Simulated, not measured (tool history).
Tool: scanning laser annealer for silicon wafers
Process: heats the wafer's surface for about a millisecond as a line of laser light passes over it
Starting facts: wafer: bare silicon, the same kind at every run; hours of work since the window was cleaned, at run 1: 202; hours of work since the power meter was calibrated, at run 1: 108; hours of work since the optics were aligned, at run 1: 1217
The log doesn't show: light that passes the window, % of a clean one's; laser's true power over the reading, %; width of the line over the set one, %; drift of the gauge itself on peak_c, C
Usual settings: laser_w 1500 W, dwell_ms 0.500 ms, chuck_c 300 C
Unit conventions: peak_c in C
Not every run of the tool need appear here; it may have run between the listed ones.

run	hour	laser_w	dwell_ms	chuck_c	hours of work since the window was cleaned	hours of work since the power meter was calibrated	hours of work since the optics were aligned	peak_c
1	0.0	1500	0.500	300	202	108	1217	1092
2	4.4	1500	0.500	300	205	110	1219	1087
3	10.8	1500	0.500	300	208	113	1222	1090
4	16.8	1500	0.500	300	211	117	1225	1092
5	25.5	1356	0.500	300	216	121	1230	1008
6	33.3	1356	0.500	300	220	125	1234	1006
7	39.1	1356	0.500	300	223	128	1237	1007
8	45.4	1500	0.500	298	226	131	1240	1087
9	53.9	1500	0.500	298	230	136	1245	1083
10	59.5	1500	0.500	298	233	139	1248	1087
11	68.5	1500	0.526	300	238	143	1252	1107
12	73.2	1500	0.526	300	240	146	1255	1107
13	77.1	1500	0.526	300	242	148	1257	1107
14	83.6	1500	0.381	300	246	151	1260	1004
15	88.5	1500	0.381	300	248	154	1263	1004
16	92.2	1500	0.381	300	250	156	1265	1001
17	101.0	1500	0.381	300	255	160	1269	1000
18	109.3	1500	0.381	300	259	165	1273	1000
19	117.1	1500	0.500	300	263	169	1277	1089
20	121.0	1500	0.500	300	265	171	1279	1084
21	129.7	1500	0.500	300	270	175	1284	1084
22	135.9	1397	0.452	336	273	178	1287	1033
23	142.9	1397	0.428	280	277	182	1291	962
24	147.4	1486	0.500	313	279	184	1293	1094
25	151.2	1392	0.481	300	281	186	1295	1011
26	156.1	1392	0.481	300	283	189	1298	1012
27	162.1	1294	0.385	332	286	192	1301	927
28	166.6	1511	0.376	336	289	194	1303	1040
29	170.5	1627	0.396	271	291	196	1305	1052
30	176.3	1500	0.500	306	294	199	1308	1095
31	184.8	1293	0.499	332	298	204	1313	997
# hour 191.3: optics aligned, line set to its width
32	195.2	1293	0.499	332	301	207	2	1005
33	201.6	1293	0.499	332	304	210	5	1010
34	209.8	1293	0.499	332	309	214	10	1004
35	214.5	1500	0.399	300	311	217	12	1020
36	222.5	1563	0.500	300	315	221	16	1133
37	227.2	1370	0.482	300	318	223	19	1005
38	231.3	1630	0.587	318	320	225	21	1252
39	238.1	1360	0.364	274	323	229	24	897
40	245.0	1500	0.540	300	327	232	28	1121
41	250.8	1561	0.495	273	330	235	31	1097

Branching from run 41: 4 alternative next runs. What would each branch give?
A	258.2	1573	0.495	273	334	239	35	?
B	258.2	1282	0.495	273	334	239	35	?
C	258.2	1413	0.466	334	334	239	35	?
D	258.2	1420	0.414	273	334	239	35	?

run	peak_c
A	1109
B	935
C	1059
D	964
What these runs would have given with no unlogged condition in the tool:
run	peak_c
A	1124
B	947
C	1072
D	977
